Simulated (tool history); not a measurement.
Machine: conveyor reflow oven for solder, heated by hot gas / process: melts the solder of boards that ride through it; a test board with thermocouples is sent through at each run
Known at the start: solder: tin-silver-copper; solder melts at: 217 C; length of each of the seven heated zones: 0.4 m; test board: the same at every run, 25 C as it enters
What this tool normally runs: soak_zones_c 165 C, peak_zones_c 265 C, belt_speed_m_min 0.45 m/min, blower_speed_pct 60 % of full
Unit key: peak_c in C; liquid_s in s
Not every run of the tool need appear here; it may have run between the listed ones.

| run | hour | soak_zones_c | peak_zones_c | belt_speed_m_min | blower_speed_pct | peak_c | liquid_s |
|---|---|---|---|---|---|---|---|
| 1 | 0 | 165 | 265 | 0.45 | 60 | 248.2 | 70.9 |
| 2 | 21.8 | 165 | 265 | 0.45 | 60 | 246.9 | 70.5 |
| 3 | 30.9 | 165 | 265 | 0.45 | 87 | 250 | 77.1 |
| 4 | 51.5 | 174 | 265 | 0.45 | 60 | 249.2 | 77.2 |
| 5 | 63.5 | 165 | 265 | 0.45 | 60 | 246.6 | 70.8 |
| 6 | 79.6 | 165 | 265 | 0.45 | 60 | 246.8 | 70.2 |
| 7 | 91.7 | 169 | 272 | 0.45 | 60 | 253.4 | 79.4 |
| 8 | 107.2 | 165 | 278 | 0.447 | 60 | 258.5 | 82.3 |
| 9 | 128.5 | 165 | 278 | 0.447 | 60 | 258.3 | 84 |
| 10 | 149.2 | 165 | 265 | 0.506 | 60 | 242.9 | 56.2 |
| 11 | 167 | 165 | 279 | 0.45 | 51 | 256.3 | 79.5 |

Predict each of these 3 candidate next runs independently; none follows another, all start after run 11:
| A | 186.2 | 163 | 265 | 0.53 | 84 | ? | ? |
| B | 186.2 | 176 | 279 | 0.45 | 51 | ? | ? |
| C | 186.2 | 165 | 279 | 0.432 | 51 | ? | ? |

| run | peak_c | liquid_s |
|---|---|---|
| A | 245.2 | 56 |
| B | 258.1 | 86 |
| C | 258.4 | 83.9 |
The same runs, with their run-to-run variation unchanged, on a tool lacking any hidden condition would have given:
| run | peak_c | liquid_s |
|---|---|---|
| A | 246.8 | 57.2 |
| B | 259.5 | 86.2 |
| C | 259.8 | 84.2 |
